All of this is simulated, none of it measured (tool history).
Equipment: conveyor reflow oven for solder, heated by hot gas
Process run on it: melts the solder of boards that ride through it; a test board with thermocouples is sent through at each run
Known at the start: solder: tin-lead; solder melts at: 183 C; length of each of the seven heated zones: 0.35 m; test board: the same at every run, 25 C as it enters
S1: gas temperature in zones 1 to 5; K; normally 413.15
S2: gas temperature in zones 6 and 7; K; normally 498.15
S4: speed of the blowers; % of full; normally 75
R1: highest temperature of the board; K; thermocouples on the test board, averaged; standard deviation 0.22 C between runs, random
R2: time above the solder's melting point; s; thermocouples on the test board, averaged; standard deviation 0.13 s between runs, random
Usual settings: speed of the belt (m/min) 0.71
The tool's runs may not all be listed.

run 1 hour=0 | S1=413.15 S2=498.15 speed_of_the_belt_(m/min)=0.71 S4=75 | R1=486.75 R2=43.6
run 2 hour=22.6 | S1=413.15 S2=498.15 speed_of_the_belt_(m/min)=0.71 S4=75 | R1=486.85 R2=43.6
run 3 hour=34.9 | S1=413.15 S2=498.15 speed_of_the_belt_(m/min)=0.71 S4=75 | R1=486.75 R2=43.5
run 4 hour=44.5 | S1=413.15 S2=498.15 speed_of_the_belt_(m/min)=0.71 S4=75 | R1=486.55 R2=43.5
run 5 hour=58 | S1=413.15 S2=498.15 speed_of_the_belt_(m/min)=0.71 S4=75 | R1=486.75 R2=43.3
run 6 hour=67.2 | S1=413.15 S2=498.15 speed_of_the_belt_(m/min)=0.71 S4=75 | R1=486.65 R2=43.4
run 7 hour=78 | S1=413.15 S2=498.15 speed_of_the_belt_(m/min)=0.65 S4=75 | R1=488.55 R2=49.7
run 8 hour=92 | S1=413.15 S2=498.15 speed_of_the_belt_(m/min)=0.71 S4=67 | R1=485.25 R2=42.4
run 9 hour=109.5 | S1=413.15 S2=498.15 speed_of_the_belt_(m/min)=0.71 S4=67 | R1=484.95 R2=42.2
run 10 hour=129.7 | S1=413.15 S2=498.15 speed_of_the_belt_(m/min)=0.619 S4=75 | R1=489.55 R2=53.2
run 11 hour=147.1 | S1=413.15 S2=509.15 speed_of_the_belt_(m/min)=0.619 S4=75 | R1=499.35 R2=58
run 12 hour=162.9 | S1=413.15 S2=498.15 speed_of_the_belt_(m/min)=0.71 S4=53 | R1=482.55 R2=39.3
run 13 hour=185.3 | S1=401.15 S2=498.15 speed_of_the_belt_(m/min)=0.71 S4=53 | R1=480.25 R2=34.1
run 14 hour=204.7 | S1=401.15 S2=498.15 speed_of_the_belt_(m/min)=0.71 S4=53 | R1=479.95 R2=34.3
run 15 hour=222.6 | S1=401.15 S2=498.15 speed_of_the_belt_(m/min)=0.71 S4=53 | R1=480.25 R2=34
run 16 hour=239.8 | S1=401.15 S2=498.15 speed_of_the_belt_(m/min)=0.71 S4=53 | R1=480.05 R2=34.1
run 17 hour=249.5 | S1=413.15 S2=498.15 speed_of_the_belt_(m/min)=0.838 S4=75 | R1=482.25 R2=33.3
run 18 hour=269.4 | S1=420.15 S2=503.15 speed_of_the_belt_(m/min)=0.71 S4=62 | R1=490.15 R2=47
run 19 hour=282.6 | S1=420.15 S2=503.15 speed_of_the_belt_(m/min)=0.71 S4=62 | R1=489.85 R2=46.9
run 20 hour=309.8 | S1=413.15 S2=511.15 speed_of_the_belt_(m/min)=0.71 S4=80 | R1=499.05 R2=49.7
run 21 hour=319.6 | S1=413.15 S2=495.15 speed_of_the_belt_(m/min)=0.774 S4=75 | R1=481.85 R2=36.4
run 22 hour=333.8 | S1=406.15 S2=498.15 speed_of_the_belt_(m/min)=0.698 S4=75 | R1=485.75 R2=42.4
run 23 hour=348.9 | S1=422.15 S2=499.15 speed_of_the_belt_(m/min)=0.824 S4=62 | R1=482.75 R2=36.1
run 24 hour=364.6 | S1=422.15 S2=499.15 speed_of_the_belt_(m/min)=0.824 S4=62 | R1=482.95 R2=36.4
run 25 hour=376 | S1=413.15 S2=498.15 speed_of_the_belt_(m/min)=0.704 S4=53 | R1=482.65 R2=39.8
run 26 hour=388.2 | S1=413.15 S2=498.15 speed_of_the_belt_(m/min)=0.789 S4=53 | R1=478.75 R2=32.3
run 27 hour=397.6 | S1=419.15 S2=498.15 speed_of_the_belt_(m/min)=0.71 S4=89 | R1=489.35 R2=47.2
run 28 hour=419.3 | S1=419.15 S2=498.15 speed_of_the_belt_(m/min)=0.71 S4=89 | R1=489.35 R2=47.7
run 29 hour=435.2 | S1=413.15 S2=503.15 speed_of_the_belt_(m/min)=0.797 S4=61 | R1=484.85 R2=36.4
run 30 hour=446 | S1=414.15 S2=511.15 speed_of_the_belt_(m/min)=0.646 S4=76 | R1=501.05 R2=56.4

Put back what was entered between runs (2 entries, withheld): which listed runs does each sit between, and how does the hidden state differ from the listed run before to the listed run after?
Run 1 -> run 2: flux residue cleaned out of gas plates and filters (hour 21.6)
  heat that the gas passes to the board, % of a clean oven's: 99.9 -> 100
Run 19 -> run 20: flux residue cleaned out of gas plates and filters (hour 298.5)
  heat that the gas passes to the board, % of a clean oven's: 99.9 -> 100
